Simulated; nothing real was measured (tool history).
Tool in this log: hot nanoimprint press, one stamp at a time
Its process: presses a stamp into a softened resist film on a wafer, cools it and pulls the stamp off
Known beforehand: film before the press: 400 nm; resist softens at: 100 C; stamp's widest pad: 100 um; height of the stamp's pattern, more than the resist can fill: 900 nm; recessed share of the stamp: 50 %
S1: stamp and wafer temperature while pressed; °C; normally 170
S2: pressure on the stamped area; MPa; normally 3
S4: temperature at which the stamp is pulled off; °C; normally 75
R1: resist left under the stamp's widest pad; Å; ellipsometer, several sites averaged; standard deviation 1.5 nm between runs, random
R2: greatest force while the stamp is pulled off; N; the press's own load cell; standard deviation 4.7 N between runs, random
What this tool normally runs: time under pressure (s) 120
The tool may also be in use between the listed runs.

{"run": 1, "hour": 0.0, "S1": 170, "S2": 3, "time under pressure (s)": 120, "S4": 75, "R1": 2318, "R2": 223}
{"run": 2, "hour": 57.4, "S1": 170, "S2": 3, "time under pressure (s)": 120, "S4": 75, "R1": 2358, "R2": 222}
{"run": 3, "hour": 108.5, "S1": 170, "S2": 3, "time under pressure (s)": 120, "S4": 75, "R1": 2331, "R2": 231}
{"run": 4, "hour": 149.0, "S1": 170, "S2": 3, "time under pressure (s)": 120, "S4": 75, "R1": 2384, "R2": 223}
{"run": 5, "hour": 195.7, "S1": 170, "S2": 3, "time under pressure (s)": 120, "S4": 75, "R1": 2357, "R2": 224}
{"run": 6, "hour": 234.2, "S1": 170, "S2": 4.42, "time under pressure (s)": 120, "S4": 75, "R1": 2062, "R2": 230}
{"run": 7, "hour": 276.1, "S1": 170, "S2": 4.42, "time under pressure (s)": 120, "S4": 75, "R1": 2034, "R2": 227}
{"run": 8, "hour": 324.7, "S1": 170, "S2": 4.42, "time under pressure (s)": 120, "S4": 75, "R1": 2037, "R2": 235}
{"run": 9, "hour": 377.4, "S1": 170, "S2": 4.42, "time under pressure (s)": 120, "S4": 75, "R1": 2045, "R2": 239}
{"run": 10, "hour": 403.7, "S1": 170, "S2": 4.08, "time under pressure (s)": 120, "S4": 75, "R1": 2113, "R2": 232}
{"run": 11, "hour": 442.4, "S1": 170, "S2": 3, "time under pressure (s)": 120, "S4": 75, "R1": 2368, "R2": 233}
{"run": 12, "hour": 470.2, "S1": 170, "S2": 3, "time under pressure (s)": 120, "S4": 64, "R1": 2335, "R2": 254}
{"run": 13, "hour": 504.5, "S1": 170, "S2": 3, "time under pressure (s)": 120, "S4": 64, "R1": 2356, "R2": 263}
{"run": 14, "hour": 549.3, "S1": 170, "S2": 3, "time under pressure (s)": 120, "S4": 64, "R1": 2342, "R2": 266}
{"run": 15, "hour": 580.0, "S1": 170, "S2": 3, "time under pressure (s)": 120, "S4": 64, "R1": 2334, "R2": 266}
{"run": 16, "hour": 613.1, "S1": 176, "S2": 3, "time under pressure (s)": 166, "S4": 75, "R1": 1580, "R2": 232}
{"run": 17, "hour": 646.0, "S1": 176, "S2": 4.67, "time under pressure (s)": 140, "S4": 82, "R1": 1410, "R2": 213}
{"run": 18, "hour": 705.3, "S1": 176, "S2": 4.67, "time under pressure (s)": 182, "S4": 81, "R1": 1226, "R2": 215}
{"run": 19, "hour": 745.0, "S1": 170, "S2": 4.11, "time under pressure (s)": 120, "S4": 62, "R1": 2085, "R2": 269}
{"run": 20, "hour": 795.7, "S1": 159, "S2": 2.7, "time under pressure (s)": 108, "S4": 68, "R1": 3440, "R2": 243}
{"run": 21, "hour": 843.2, "S1": 171, "S2": 2.7, "time under pressure (s)": 112, "S4": 63, "R1": 2384, "R2": 264}
{"run": 22, "hour": 882.2, "S1": 171, "S2": 2.7, "time under pressure (s)": 112, "S4": 63, "R1": 2401, "R2": 277}
{"run": 23, "hour": 925.1, "S1": 171, "S2": 2.7, "time under pressure (s)": 112, "S4": 63, "R1": 2413, "R2": 253}
{"run": 24, "hour": 971.4, "S1": 176, "S2": 3.02, "time under pressure (s)": 89, "S4": 65, "R1": 2008, "R2": 269}
{"run": 25, "hour": 1009.7, "S1": 176, "S2": 4.78, "time under pressure (s)": 119, "S4": 65, "R1": 1497, "R2": 260}
{"run": 26, "hour": 1054.7, "S1": 162, "S2": 3, "time under pressure (s)": 120, "S4": 79, "R1": 3113, "R2": 222}
{"run": 27, "hour": 1086.4, "S1": 170, "S2": 2.25, "time under pressure (s)": 120, "S4": 77, "R1": 2564, "R2": 224}
{"run": 28, "hour": 1120.0, "S1": 158, "S2": 1.88, "time under pressure (s)": 120, "S4": 75, "R1": 3625, "R2": 247}

Between the runs listed above, the log contained 4 entries, not reproduced here. Where in the sequence does each belong, and how does what the log doesn't record of the tool's condition differ from the listed run before to the listed run after?
Runs 3 to 4: stamp cleaned and given a new release coat (hour 119.9)
  pressure that arrives at the usual setting, %: 99.94 -> 99.93; grip of the stamp's worn release coat, % over a new coat's: 1.6 -> 0.1
Runs 4 to 5: plate thermocouple calibrated (hour 156.9)
  true temperature over the reading, C: -0.07 -> 0; grip of the stamp's worn release coat, % over a new coat's: 0.1 -> 0.2
Runs 17 to 18: stamp cleaned and given a new release coat (hour 657.4)
  true temperature over the reading, C: -0.03 -> -0.04; pressure that arrives at the usual setting, %: 99.89 -> 99.88; grip of the stamp's worn release coat, % over a new coat's: 1.5 -> 0.1
Runs 26 to 27: plate thermocouple calibrated (hour 1075.8)
  true temperature over the reading, C: -0.06 -> -0.01
